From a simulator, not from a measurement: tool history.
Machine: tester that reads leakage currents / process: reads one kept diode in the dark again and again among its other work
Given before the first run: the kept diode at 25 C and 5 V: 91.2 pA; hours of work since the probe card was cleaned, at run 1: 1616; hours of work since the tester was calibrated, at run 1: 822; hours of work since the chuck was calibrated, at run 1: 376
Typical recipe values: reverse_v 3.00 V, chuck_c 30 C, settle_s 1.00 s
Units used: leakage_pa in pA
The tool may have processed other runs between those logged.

| run | day | reverse_v | chuck_c | settle_s | hours of work since the probe card was cleaned | hours of work since the tester was calibrated | hours of work since the chuck was calibrated | leakage_pa |
|---|---|---|---|---|---|---|---|---|
| 1 | 0.000 | 3.00 | 30 | 1.00 | 1616 | 822 | 376 | 125.06 |
| 2 | 2.696 | 3.00 | 30 | 1.00 | 1656 | 862 | 416 | 124.98 |
| 3 | 4.700 | 3.00 | 30 | 2.68 | 1686 | 892 | 446 | 125.53 |
| 4 | 6.175 | 3.00 | 30 | 1.00 | 1708 | 914 | 468 | 125.85 |
| 5 | 7.629 | 3.00 | 54 | 1.00 | 1730 | 935 | 489 | 948.86 |
| 6 | 9.017 | 3.00 | 54 | 1.00 | 1750 | 956 | 510 | 948.53 |
| 7 | 10.646 | 3.00 | 54 | 1.00 | 1774 | 980 | 534 | 954.70 |
| 8 | 13.333 | 3.00 | 54 | 1.00 | 1814 | 1020 | 574 | 959.55 |
| 9 | 15.992 | 3.00 | 54 | 1.00 | 1854 | 1060 | 614 | 960.37 |
| 10 | 19.158 | 2.25 | 54 | 1.00 | 1901 | 1107 | 661 | 852.45 |
| 11 | 20.588 | 3.00 | 30 | 1.00 | 1922 | 1128 | 682 | 127.90 |
| 12 | 22.896 | 3.00 | 30 | 1.00 | 1957 | 1163 | 717 | 128.79 |
| 13 | 25.679 | 3.00 | 30 | 1.00 | 1998 | 1204 | 758 | 129.47 |
| 14 | 28.158 | 3.00 | 30 | 1.00 | 2035 | 1241 | 795 | 129.13 |
| 15 | 30.729 | 3.00 | 31 | 1.00 | 2073 | 1279 | 833 | 141.49 |
| 16 | 32.525 | 3.00 | 30 | 1.00 | 2100 | 1306 | 860 | 129.72 |
| 17 | 35.042 | 3.00 | 44 | 1.00 | 2137 | 1343 | 897 | 432.90 |
| 18 | 36.746 | 3.00 | 44 | 1.00 | 2163 | 1369 | 923 | 435.11 |
| 19 | 38.404 | 3.00 | 44 | 1.00 | 2187 | 1393 | 947 | 437.34 |
| 20 | 40.250 | 3.00 | 44 | 1.00 | 2215 | 1421 | 975 | 435.37 |
| 21 | 41.883 | 4.64 | 22 | 1.00 | 2239 | 1445 | 999 | 79.05 |
| 22 | 44.142 | 4.64 | 22 | 1.00 | 2273 | 1479 | 1033 | 79.64 |
| 23 | 45.508 | 3.00 | 30 | 0.31 | 2293 | 1499 | 1053 | 133.18 |
| 24 | 47.529 | 2.22 | 24 | 1.13 | 2323 | 1529 | 1083 | 67.63 |
| 25 | 49.971 | 2.22 | 24 | 1.13 | 2360 | 1565 | 1119 | 68.05 |
| 26 | 52.729 | 1.05 | 32 | 6.30 | 2401 | 1606 | 1160 | 100.82 |
| 27 | 54.096 | 3.00 | 30 | 3.94 | 2421 | 1627 | 1181 | 132.57 |
| 28 | 55.975 | 18.49 | 31 | 0.62 | 2449 | 1655 | 1209 | 335.06 |
| 29 | 57.396 | 18.49 | 31 | 0.62 | 2470 | 1676 | 1230 | 337.97 |
| 30 | 60.104 | 13.22 | 47 | 0.62 | 2510 | 1716 | 1270 | 1067.69 |
| 31 | 62.700 | 13.22 | 47 | 0.62 | 2549 | 1755 | 1309 | 1070.23 |
| 32 | 64.038 | 4.03 | 23 | 5.86 | 2569 | 1775 | 1329 | 82.99 |
| 33 | 66.746 | 4.03 | 34 | 1.89 | 2609 | 1815 | 1369 | 217.66 |
| 34 | 69.433 | 1.74 | 28 | 4.40 | 2649 | 1855 | 1409 | 89.01 |
| 35 | 72.138 | 1.13 | 53 | 0.71 | 2689 | 1895 | 1449 | 617.82 |
| 36 | 73.883 | 6.32 | 50 | 0.49 | 2715 | 1921 | 1475 | 1001.38 |
| 37 | 76.233 | 6.50 | 22 | 0.49 | 2750 | 1956 | 1510 | 99.62 |
| 38 | 78.017 | 1.16 | 51 | 0.58 | 2777 | 1982 | 1537 | 533.84 |
| 39 | 80.362 | 1.16 | 32 | 0.41 | 2812 | 2017 | 1571 | 108.34 |
| 40 | 82.362 | 5.16 | 31 | 1.00 | 2841 | 2047 | 1601 | 190.83 |

For each run, the measured value with the value that run would have given without the tool's hidden condition subtracted. The run-to-run variation is shared by both, the gauge scatter possibly not:
Unlogged tool condition in this case: stray current of the dirty probe card, pA a volt; current scale over the true one, %; true chuck temperature over the reading, C; drift of the gauge itself on leakage_pa, %.
| run | leakage_pa |
|---|---|
| 1 | +6.46 |
| 2 | +6.86 |
| 3 | +7.22 |
| 4 | +7.43 |
| 5 | +30.10 |
| 6 | +31.07 |
| 7 | +32.65 |
| 8 | +35.01 |
| 9 | +37.33 |
| 10 | +35.01 |
| 11 | +9.66 |
| 12 | +10.04 |
| 13 | +10.49 |
| 14 | +10.79 |
| 15 | +11.79 |
| 16 | +11.44 |
| 17 | +27.43 |
| 18 | +28.22 |
| 19 | +29.01 |
| 20 | +29.55 |
| 21 | +12.14 |
| 22 | +12.46 |
| 23 | +13.49 |
| 24 | +8.27 |
| 25 | +8.52 |
| 26 | +9.12 |
| 27 | +14.82 |
| 28 | +54.75 |
| 29 | +55.75 |
| 30 | +99.06 |
| 31 | +101.88 |
| 32 | +13.99 |
| 33 | +25.25 |
| 34 | +11.04 |
| 35 | +51.28 |
| 36 | +93.74 |
| 37 | +21.09 |
| 38 | +47.64 |
| 39 | +12.69 |
| 40 | +28.42 |

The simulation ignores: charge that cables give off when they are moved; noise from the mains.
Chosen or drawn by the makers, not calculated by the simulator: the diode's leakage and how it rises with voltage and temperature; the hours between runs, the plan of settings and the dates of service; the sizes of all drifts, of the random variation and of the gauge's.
